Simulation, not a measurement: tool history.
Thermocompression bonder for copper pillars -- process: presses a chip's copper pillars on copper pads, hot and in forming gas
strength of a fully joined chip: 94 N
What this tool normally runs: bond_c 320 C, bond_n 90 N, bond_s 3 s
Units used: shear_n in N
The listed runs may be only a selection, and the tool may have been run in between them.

{"run": 1, "hour": 0.0, "bond_c": 320, "bond_n": 90, "bond_s": 3, "shear_n": 48.5}
{"run": 2, "hour": 49.2, "bond_c": 322, "bond_n": 90, "bond_s": 3, "shear_n": 49.3}
{"run": 3, "hour": 94.8, "bond_c": 320, "bond_n": 90, "bond_s": 9, "shear_n": 65.8}
{"run": 4, "hour": 155.3, "bond_c": 320, "bond_n": 90, "bond_s": 9, "shear_n": 65.4}
{"run": 5, "hour": 232.7, "bond_c": 320, "bond_n": 90, "bond_s": 9, "shear_n": 64.6}
{"run": 6, "hour": 270.0, "bond_c": 320, "bond_n": 90, "bond_s": 7, "shear_n": 60.5}
{"run": 7, "hour": 316.6, "bond_c": 320, "bond_n": 85, "bond_s": 3, "shear_n": 45.5}
{"run": 8, "hour": 383.6, "bond_c": 320, "bond_n": 85, "bond_s": 3, "shear_n": 45.4}
{"run": 9, "hour": 465.6, "bond_c": 320, "bond_n": 85, "bond_s": 3, "shear_n": 44.7}
{"hour": 472.5, "done": "forming gas filter changed"}
{"run": 10, "hour": 516.0, "bond_c": 320, "bond_n": 85, "bond_s": 3, "shear_n": 49.4}
{"run": 11, "hour": 562.8, "bond_c": 320, "bond_n": 90, "bond_s": 3, "shear_n": 50.9}
{"run": 12, "hour": 646.8, "bond_c": 322, "bond_n": 90, "bond_s": 3, "shear_n": 51.4}
{"run": 13, "hour": 713.1, "bond_c": 317, "bond_n": 90, "bond_s": 3, "shear_n": 48.9}
{"run": 14, "hour": 752.8, "bond_c": 317, "bond_n": 90, "bond_s": 3, "shear_n": 48.9}
{"run": 15, "hour": 800.0, "bond_c": 317, "bond_n": 90, "bond_s": 3, "shear_n": 47.8}
{"run": 16, "hour": 882.7, "bond_c": 317, "bond_n": 84, "bond_s": 3, "shear_n": 46.3}
{"run": 17, "hour": 924.8, "bond_c": 317, "bond_n": 84, "bond_s": 3, "shear_n": 46.1}
{"run": 18, "hour": 997.9, "bond_c": 320, "bond_n": 90, "bond_s": 2, "shear_n": 42.2}
{"run": 19, "hour": 1061.5, "bond_c": 320, "bond_n": 90, "bond_s": 3, "shear_n": 48.2}
{"run": 20, "hour": 1142.2, "bond_c": 320, "bond_n": 90, "bond_s": 3, "shear_n": 47.5}
{"hour": 1220.1, "done": "heater calibrated with a thermocouple chip"}
{"run": 21, "hour": 1228.8, "bond_c": 294, "bond_n": 59, "bond_s": 2, "shear_n": 20.3}
{"hour": 1274.4, "done": "force cell calibrated"}
{"run": 22, "hour": 1317.9, "bond_c": 294, "bond_n": 59, "bond_s": 2, "shear_n": 22.4}
{"run": 23, "hour": 1383.4, "bond_c": 294, "bond_n": 76, "bond_s": 8, "shear_n": 45.6}
{"run": 24, "hour": 1438.9, "bond_c": 294, "bond_n": 68, "bond_s": 7, "shear_n": 40.4}
{"hour": 1513.0, "done": "forming gas filter changed"}
{"run": 25, "hour": 1521.9, "bond_c": 342, "bond_n": 85, "bond_s": 5, "shear_n": 67.6}
{"run": 26, "hour": 1566.8, "bond_c": 320, "bond_n": 85, "bond_s": 3, "shear_n": 48.5}
{"run": 27, "hour": 1648.1, "bond_c": 345, "bond_n": 90, "bond_s": 3, "shear_n": 61.4}
{"run": 28, "hour": 1707.8, "bond_c": 327, "bond_n": 107, "bond_s": 3, "shear_n": 58}
{"run": 29, "hour": 1772.2, "bond_c": 327, "bond_n": 107, "bond_s": 3, "shear_n": 57.7}
{"run": 30, "hour": 1838.8, "bond_c": 320, "bond_n": 106, "bond_s": 4, "shear_n": 59}
{"run": 31, "hour": 1877.7, "bond_c": 320, "bond_n": 90, "bond_s": 3, "shear_n": 48.1}
{"run": 32, "hour": 1918.4, "bond_c": 320, "bond_n": 99, "bond_s": 2, "shear_n": 44.5}
{"run": 33, "hour": 1983.4, "bond_c": 320, "bond_n": 99, "bond_s": 5, "shear_n": 59.6}
{"run": 34, "hour": 2058.4, "bond_c": 305, "bond_n": 90, "bond_s": 9, "shear_n": 58.7}
{"run": 35, "hour": 2123.9, "bond_c": 305, "bond_n": 90, "bond_s": 9, "shear_n": 58.4}
{"run": 36, "hour": 2169.0, "bond_c": 318, "bond_n": 126, "bond_s": 6, "shear_n": 67.1}
{"run": 37, "hour": 2249.0, "bond_c": 318, "bond_n": 126, "bond_s": 6, "shear_n": 66.6}
{"run": 38, "hour": 2286.3, "bond_c": 318, "bond_n": 81, "bond_s": 6, "shear_n": 53.3}
{"run": 39, "hour": 2326.1, "bond_c": 318, "bond_n": 81, "bond_s": 6, "shear_n": 53.5}

Alternative continuations, all from the tool just after run 39; predict every row:
{"run": "A", "hour": 2407.8, "bond_c": 320, "bond_n": 90, "bond_s": 8, "shear_n": "?"}
{"run": "B", "hour": 2407.8, "bond_c": 302, "bond_n": 108, "bond_s": 6, "shear_n": "?"}
{"run": "C", "hour": 2407.8, "bond_c": 320, "bond_n": 60, "bond_s": 3, "shear_n": "?"}
{"run": "D", "hour": 2407.8, "bond_c": 342, "bond_n": 90, "bond_s": 2, "shear_n": "?"}

run=A shear_n=61.4
run=B shear_n=53.9
run=C shear_n=35.3
run=D shear_n=49.2
The same runs, with their run-to-run variation unchanged, on a tool lacking any hidden condition would have given:
run=A shear_n=68.3
run=B shear_n=60
run=C shear_n=39.5
run=D shear_n=55

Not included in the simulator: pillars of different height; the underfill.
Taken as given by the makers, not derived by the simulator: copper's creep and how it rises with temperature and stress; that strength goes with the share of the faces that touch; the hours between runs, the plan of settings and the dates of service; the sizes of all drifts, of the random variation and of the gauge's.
